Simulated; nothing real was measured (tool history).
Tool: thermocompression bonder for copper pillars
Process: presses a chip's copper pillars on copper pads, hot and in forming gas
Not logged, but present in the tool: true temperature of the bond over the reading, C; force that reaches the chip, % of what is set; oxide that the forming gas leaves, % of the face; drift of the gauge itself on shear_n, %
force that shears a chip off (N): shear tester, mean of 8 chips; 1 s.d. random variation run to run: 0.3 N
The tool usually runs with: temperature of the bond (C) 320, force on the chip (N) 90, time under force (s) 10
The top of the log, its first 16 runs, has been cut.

| run | day | temperature of the bond (C) | force on the chip (N) | time under force (s) | hours of work since the heater was calibrated | hours of work since the force cell was calibrated | hours of work since the gas filter was changed | force that shears a chip off (N) |
|---|---|---|---|---|---|---|---|---|
| 17 | 5.412 | 320 | 69 | 10 | 800 | 343 | 11 | 96.9 |
| 18 | 5.883 | 320 | 69 | 10 | 806 | 350 | 18 | 96.9 |
| 19 | 6.096 | 320 | 90 | 10 | 809 | 353 | 21 | 111.0 |
| 20 | 6.500 | 320 | 90 | 10 | 815 | 359 | 27 | 110.6 |
| 21 | 6.729 | 320 | 90 | 10 | 819 | 362 | 31 | 110.6 |
| 22 | 7.212 | 341 | 83 | 17 | 826 | 369 | 37 | 134.9 |
| 23 | 7.600 | 320 | 62 | 6 | 831 | 375 | 43 | 77.7 |
| 24 | 8.062 | 320 | 62 | 6 | 838 | 382 | 50 | 77.9 |
| 25 | 8.262 | 320 | 62 | 6 | 841 | 385 | 53 | 77.9 |
| 26 | 8.458 | 320 | 62 | 28 | 844 | 387 | 56 | 119.7 |
|  | 8.692 | heater calibrated with a thermocouple chip |
| 27 | 8.867 | 311 | 80 | 26 | 3 | 392 | 60 | 121.8 |
| 28 | 9.321 | 293 | 65 | 13 | 9 | 399 | 67 | 75.2 |
| 29 | 9.596 | 323 | 110 | 20 | 13 | 403 | 71 | 137.3 |
| 30 | 9.842 | 319 | 90 | 18 | 17 | 406 | 74 | 125.1 |
| 31 | 10.196 | 319 | 90 | 18 | 22 | 411 | 79 | 124.6 |
| 32 | 10.633 | 299 | 76 | 6 | 28 | 418 | 86 | 68.2 |
| 33 | 10.925 | 299 | 76 | 6 | 32 | 422 | 90 | 68.7 |
| 34 | 11.317 | 298 | 90 | 14 | 38 | 428 | 96 | 99.2 |
| 35 | 11.575 | 320 | 110 | 7 | 42 | 431 | 99 | 111.7 |
| 36 | 12.029 | 320 | 110 | 7 | 48 | 438 | 106 | 111.8 |
|  | 12.067 | gauge calibrated |
| 37 | 12.229 | 320 | 110 | 7 | 51 | 441 | 109 | 110.3 |
| 38 | 12.583 | 349 | 125 | 7 | 56 | 446 | 114 | 135.9 |
| 39 | 12.950 | 320 | 128 | 28 | 62 | 451 | 119 | 143.1 |

Below are 3 alternative next runs, each starting from the tool's condition after run 39. Predict each:
| A | 13.242 | 320 | 97 | 28 | 66 | 455 | 123 | ? |
| B | 13.242 | 338 | 128 | 28 | 66 | 455 | 123 | ? |
| C | 13.242 | 295 | 127 | 7 | 66 | 455 | 123 | ? |

| run | force that shears a chip off (N) |
|---|---|
| A | 135.8 |
| B | 148.3 |
| C | 93.3 |
With no hidden state in the tool, these same runs would have given:
| run | force that shears a chip off (N) |
|---|---|
| A | 135.6 |
| B | 148.1 |
| C | 93.2 |

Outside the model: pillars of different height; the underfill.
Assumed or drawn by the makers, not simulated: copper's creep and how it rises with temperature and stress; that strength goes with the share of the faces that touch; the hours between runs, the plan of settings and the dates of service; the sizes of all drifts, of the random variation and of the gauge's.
